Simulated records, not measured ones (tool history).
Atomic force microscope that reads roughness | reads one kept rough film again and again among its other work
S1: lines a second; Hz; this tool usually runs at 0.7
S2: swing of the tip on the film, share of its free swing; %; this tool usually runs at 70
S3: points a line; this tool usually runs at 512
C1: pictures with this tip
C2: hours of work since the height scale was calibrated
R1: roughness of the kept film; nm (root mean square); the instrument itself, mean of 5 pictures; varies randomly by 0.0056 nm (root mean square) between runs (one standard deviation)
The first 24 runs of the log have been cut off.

| run | day | S1 | S2 | S3 | C1 | C2 | R1 |
|---|---|---|---|---|---|---|---|
|  | 16.183 | new tip fitted |
| 25 | 16.612 | 0.874 | 70 | 512 | 14 | 231 | 0.981 |
| 26 | 17.408 | 1.772 | 70 | 588 | 41 | 241 | 0.925 |
| 27 | 17.821 | 1.772 | 70 | 588 | 55 | 246 | 0.944 |
| 28 | 18.221 | 2.351 | 58 | 733 | 68 | 251 | 0.968 |
|  | 18.704 | new tip fitted |
| 29 | 18.879 | 2.351 | 55 | 495 | 6 | 259 | 0.985 |
| 30 | 19.712 | 2.351 | 55 | 495 | 34 | 269 | 0.983 |
| 31 | 20.188 | 0.958 | 55 | 495 | 49 | 275 | 1.009 |
| 32 | 20.633 | 0.958 | 55 | 495 | 64 | 281 | 1 |
|  | 21.233 | new tip fitted |
| 33 | 21.462 | 1.501 | 83 | 430 | 8 | 291 | 0.886 |
| 34 | 22.267 | 1.501 | 87 | 346 | 35 | 301 | 0.844 |
| 35 | 22.75 | 1.501 | 87 | 346 | 51 | 307 | 0.843 |
| 36 | 23.567 | 1.501 | 87 | 346 | 78 | 317 | 0.841 |
|  | 23.796 | new tip fitted |
| 37 | 24.417 | 1.416 | 84 | 489 | 21 | 328 | 0.886 |
| 38 | 25.225 | 1.416 | 84 | 489 | 47 | 338 | 0.883 |
| 39 | 26.046 | 1.804 | 81 | 988 | 75 | 348 | 0.875 |
|  | 26.317 | new tip fitted |
| 40 | 26.779 | 1.804 | 81 | 988 | 15 | 357 | 0.878 |
| 41 | 27.392 | 3.34 | 76 | 272 | 36 | 365 | 0.8 |
| 42 | 28.129 | 2.036 | 58 | 596 | 60 | 374 | 0.983 |
|  | 28.85 | new tip fitted |
| 43 | 29.083 | 2.036 | 58 | 596 | 8 | 386 | 0.974 |
| 44 | 29.55 | 0.7 | 86 | 262 | 24 | 391 | 0.916 |
| 45 | 30.004 | 1.045 | 60 | 690 | 39 | 397 | 1.015 |
| 46 | 30.579 | 0.781 | 58 | 690 | 58 | 404 | 1.013 |

Consider 3 possible next runs. They are alternatives, not a sequence: every one starts from the tool as it was left by run 46. What does each give?
| A | 31.046 | 3.791 | 84 | 1019 | 73 | 410 | ? |
| B | 31.046 | 0.7 | 77 | 319 | 73 | 410 | ? |
| C | 31.046 | 0.781 | 56 | 939 | 73 | 410 | ? |

| run | R1 |
|---|---|
| A | 0.725 |
| B | 0.963 |
| C | 1.016 |
Had the tool no hidden state, the same runs would have come out as:
| run | R1 |
|---|---|
| A | 0.728 |
| B | 0.968 |
| C | 1.022 |

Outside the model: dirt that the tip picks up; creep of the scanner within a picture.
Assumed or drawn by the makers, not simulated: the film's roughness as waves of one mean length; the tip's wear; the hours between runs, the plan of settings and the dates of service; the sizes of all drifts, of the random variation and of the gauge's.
